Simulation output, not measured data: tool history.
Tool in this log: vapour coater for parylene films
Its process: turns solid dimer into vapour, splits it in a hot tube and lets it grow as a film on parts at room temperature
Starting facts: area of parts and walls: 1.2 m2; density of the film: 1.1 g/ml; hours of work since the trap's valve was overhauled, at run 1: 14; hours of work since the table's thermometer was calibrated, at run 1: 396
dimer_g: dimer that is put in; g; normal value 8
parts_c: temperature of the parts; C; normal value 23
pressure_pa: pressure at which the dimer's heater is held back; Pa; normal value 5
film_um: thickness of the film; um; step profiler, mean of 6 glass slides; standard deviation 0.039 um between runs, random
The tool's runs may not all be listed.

| run | day | dimer_g | parts_c | pressure_pa | hours of work since the trap's valve was overhauled | hours of work since the table's thermometer was calibrated | film_um |
|---|---|---|---|---|---|---|---|
| 1 | 0 | 8 | 23 | 5 | 14 | 396 | 4.16 |
| 2 | 2.104 | 8 | 23 | 5 | 52 | 434 | 4.09 |
| 3 | 4.283 | 8 | 23 | 5 | 91 | 473 | 4.01 |
| 4 | 5.371 | 8 | 23 | 5 | 110 | 492 | 4.06 |
| 5 | 7.017 | 8 | 23 | 5 | 140 | 522 | 3.94 |
| 6 | 8.258 | 8 | 23 | 5 | 162 | 544 | 4.05 |
| 7 | 9.95 | 8 | 23 | 5 | 192 | 575 | 3.9 |
| 8 | 11.325 | 8 | 23 | 5 | 217 | 599 | 3.9 |
| 9 | 12.525 | 8 | 23 | 5 | 239 | 621 | 3.92 |
| 10 | 13.692 | 8 | 23 | 5 | 259 | 642 | 3.83 |
| 11 | 15.429 | 8 | 23 | 5 | 291 | 673 | 3.86 |
| 12 | 16.975 | 8 | 23 | 5 | 318 | 701 | 3.78 |
| 13 | 18.742 | 8 | 23 | 5 | 350 | 732 | 3.8 |
| 14 | 20.583 | 8 | 23 | 6.55 | 383 | 765 | 3.59 |
| 15 | 22.454 | 8 | 29 | 5 | 417 | 799 | 3.28 |
|  | 23.612 | trap's valve overhauled |
| 16 | 24.55 | 8 | 23 | 5 | 17 | 834 | 4.19 |
| 17 | 25.583 | 4 | 23 | 5 | 35 | 852 | 2.03 |
| 18 | 27.675 | 4 | 23 | 10.19 | 73 | 890 | 1.89 |
| 19 | 28.767 | 4 | 23 | 10.19 | 92 | 909 | 1.9 |
| 20 | 30.588 | 4 | 26 | 10.19 | 125 | 942 | 1.76 |
| 21 | 31.575 | 4 | 26 | 10.19 | 143 | 960 | 1.73 |
| 22 | 32.792 | 4 | 26 | 10.19 | 165 | 981 | 1.69 |
| 23 | 34.421 | 7 | 27 | 6.98 | 194 | 1011 | 3.03 |
| 24 | 35.596 | 5 | 35 | 3.32 | 215 | 1032 | 1.9 |
| 25 | 37.379 | 5 | 35 | 3.32 | 247 | 1064 | 1.93 |
| 26 | 38.575 | 8 | 24 | 5 | 268 | 1085 | 3.8 |

Run 27 is up next; what results do you expect?
| 27 | 40.412 | 8 | 24 | 5 | 301 | 1118 | ? |

{"run 27": {"film_um": 3.75}}
If the tool had no hidden condition, the same run with the same run-to-run variation would have returned film_um 4.1 um.

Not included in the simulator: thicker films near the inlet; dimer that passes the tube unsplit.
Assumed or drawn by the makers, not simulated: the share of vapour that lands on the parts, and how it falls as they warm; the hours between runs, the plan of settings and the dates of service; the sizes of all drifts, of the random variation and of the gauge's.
